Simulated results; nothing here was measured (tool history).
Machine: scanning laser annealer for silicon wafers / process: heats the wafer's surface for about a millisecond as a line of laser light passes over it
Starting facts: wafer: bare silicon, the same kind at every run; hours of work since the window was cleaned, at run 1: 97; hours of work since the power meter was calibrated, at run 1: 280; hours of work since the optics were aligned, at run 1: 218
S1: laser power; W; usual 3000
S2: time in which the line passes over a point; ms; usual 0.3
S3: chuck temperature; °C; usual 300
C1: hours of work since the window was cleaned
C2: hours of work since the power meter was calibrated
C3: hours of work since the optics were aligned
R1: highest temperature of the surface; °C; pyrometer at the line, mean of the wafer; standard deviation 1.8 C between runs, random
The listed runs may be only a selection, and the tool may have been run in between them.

{"run": 1, "hour": 0.0, "S1": 3000, "S2": 0.3, "S3": 300, "C1": 97, "C2": 280, "C3": 218, "R1": 1038}
{"run": 2, "hour": 16.6, "S1": 3000, "S2": 0.3, "S3": 300, "C1": 104, "C2": 288, "C3": 225, "R1": 1036}
{"run": 3, "hour": 32.8, "S1": 3000, "S2": 0.3, "S3": 300, "C1": 112, "C2": 295, "C3": 233, "R1": 1038}
{"run": 4, "hour": 45.7, "S1": 2810, "S2": 0.3, "S3": 300, "C1": 117, "C2": 301, "C3": 239, "R1": 988}
{"run": 5, "hour": 60.8, "S1": 2625, "S2": 0.3, "S3": 300, "C1": 124, "C2": 308, "C3": 246, "R1": 937}
{"run": 6, "hour": 76.3, "S1": 3000, "S2": 0.3, "S3": 333, "C1": 131, "C2": 315, "C3": 253, "R1": 1062}
{"run": 7, "hour": 92.3, "S1": 3000, "S2": 0.3, "S3": 333, "C1": 138, "C2": 322, "C3": 260, "R1": 1066}
{"run": 8, "hour": 104.1, "S1": 3000, "S2": 0.3, "S3": 333, "C1": 144, "C2": 327, "C3": 265, "R1": 1067}
{"run": 9, "hour": 112.5, "S1": 3000, "S2": 0.3, "S3": 301, "C1": 148, "C2": 331, "C3": 269, "R1": 1031}
{"run": 10, "hour": 131.0, "S1": 3000, "S2": 0.265, "S3": 300, "C1": 156, "C2": 340, "C3": 277, "R1": 987}
{"run": 11, "hour": 142.9, "S1": 3000, "S2": 0.265, "S3": 300, "C1": 161, "C2": 345, "C3": 283, "R1": 983}
{"run": 12, "hour": 157.0, "S1": 3000, "S2": 0.265, "S3": 300, "C1": 168, "C2": 351, "C3": 289, "R1": 980}
{"run": 13, "hour": 171.3, "S1": 3000, "S2": 0.265, "S3": 300, "C1": 174, "C2": 358, "C3": 296, "R1": 981}
{"run": 14, "hour": 191.2, "S1": 3000, "S2": 0.347, "S3": 300, "C1": 183, "C2": 367, "C3": 305, "R1": 1090}
{"run": 15, "hour": 210.8, "S1": 3000, "S2": 0.347, "S3": 300, "C1": 192, "C2": 376, "C3": 313, "R1": 1089}
{"run": 16, "hour": 223.0, "S1": 3000, "S2": 0.353, "S3": 300, "C1": 198, "C2": 381, "C3": 319, "R1": 1097}
{"run": 17, "hour": 231.7, "S1": 3000, "S2": 0.353, "S3": 300, "C1": 202, "C2": 385, "C3": 323, "R1": 1096}
{"run": 18, "hour": 250.7, "S1": 3000, "S2": 0.353, "S3": 300, "C1": 210, "C2": 394, "C3": 332, "R1": 1096}
{"run": 19, "hour": 267.5, "S1": 3000, "S2": 0.353, "S3": 327, "C1": 218, "C2": 402, "C3": 339, "R1": 1123}
{"run": 20, "hour": 284.0, "S1": 3000, "S2": 0.353, "S3": 327, "C1": 225, "C2": 409, "C3": 347, "R1": 1120}
{"run": 21, "hour": 300.7, "S1": 3000, "S2": 0.353, "S3": 327, "C1": 233, "C2": 417, "C3": 354, "R1": 1121}
{"run": 22, "hour": 317.1, "S1": 2896, "S2": 0.29, "S3": 266, "C1": 240, "C2": 424, "C3": 362, "R1": 949}
{"run": 23, "hour": 329.2, "S1": 3013, "S2": 0.27, "S3": 300, "C1": 246, "C2": 429, "C3": 367, "R1": 986}
{"run": 24, "hour": 337.7, "S1": 3000, "S2": 0.372, "S3": 295, "C1": 250, "C2": 433, "C3": 371, "R1": 1110}
{"run": 25, "hour": 346.2, "S1": 3283, "S2": 0.319, "S3": 300, "C1": 254, "C2": 437, "C3": 375, "R1": 1126}
{"run": 26, "hour": 357.2, "S1": 3034, "S2": 0.301, "S3": 302, "C1": 259, "C2": 442, "C3": 380, "R1": 1036}
{"run": 27, "hour": 366.2, "S1": 3000, "S2": 0.24, "S3": 300, "C1": 263, "C2": 446, "C3": 384, "R1": 936}
{"run": 28, "hour": 384.7, "S1": 3000, "S2": 0.24, "S3": 300, "C1": 271, "C2": 455, "C3": 392, "R1": 935}
{"run": 29, "hour": 395.2, "S1": 3144, "S2": 0.256, "S3": 300, "C1": 276, "C2": 459, "C3": 397, "R1": 999}
{"run": 30, "hour": 406.3, "S1": 2985, "S2": 0.242, "S3": 300, "C1": 281, "C2": 464, "C3": 402, "R1": 937}
{"run": 31, "hour": 418.2, "S1": 2985, "S2": 0.242, "S3": 300, "C1": 286, "C2": 470, "C3": 408, "R1": 935}
{"run": 32, "hour": 429.9, "S1": 2889, "S2": 0.224, "S3": 300, "C1": 292, "C2": 475, "C3": 413, "R1": 887}
{"run": 33, "hour": 438.0, "S1": 2889, "S2": 0.224, "S3": 300, "C1": 295, "C2": 479, "C3": 416, "R1": 890}
{"run": 34, "hour": 451.3, "S1": 2719, "S2": 0.3, "S3": 300, "C1": 301, "C2": 485, "C3": 423, "R1": 948}
{"run": 35, "hour": 470.0, "S1": 2719, "S2": 0.3, "S3": 300, "C1": 310, "C2": 493, "C3": 431, "R1": 944}
{"run": 36, "hour": 481.3, "S1": 2719, "S2": 0.3, "S3": 300, "C1": 315, "C2": 498, "C3": 436, "R1": 948}
{"run": 37, "hour": 489.5, "S1": 2657, "S2": 0.231, "S3": 287, "C1": 319, "C2": 502, "C3": 440, "R1": 831}
{"run": 38, "hour": 500.3, "S1": 2731, "S2": 0.304, "S3": 287, "C1": 323, "C2": 507, "C3": 445, "R1": 946}
{"run": 39, "hour": 509.5, "S1": 2731, "S2": 0.304, "S3": 287, "C1": 328, "C2": 511, "C3": 449, "R1": 937}
{"run": 40, "hour": 518.8, "S1": 2776, "S2": 0.371, "S3": 272, "C1": 332, "C2": 515, "C3": 453, "R1": 1011}

Each row is a separate what-if for the run after 40, all from the same tool condition, not one after another. Results?
{"run": "A", "hour": 527.2, "S1": 3174, "S2": 0.3, "S3": 285, "C1": 336, "C2": 519, "C3": 457, "R1": "?"}
{"run": "B", "hour": 527.2, "S1": 2892, "S2": 0.3, "S3": 300, "C1": 336, "C2": 519, "C3": 457, "R1": "?"}
{"run": "C", "hour": 527.2, "S1": 3282, "S2": 0.371, "S3": 329, "C1": 336, "C2": 519, "C3": 457, "R1": "?"}
{"run": "D", "hour": 527.2, "S1": 2776, "S2": 0.371, "S3": 339, "C1": 336, "C2": 519, "C3": 457, "R1": "?"}

run=A R1=1042
run=B R1=987
run=C R1=1218
run=D R1=1083
Had the tool no hidden state, the same runs would have come out as:
run=A R1=1079
run=B R1=1021
run=C R1=1262
run=D R1=1119
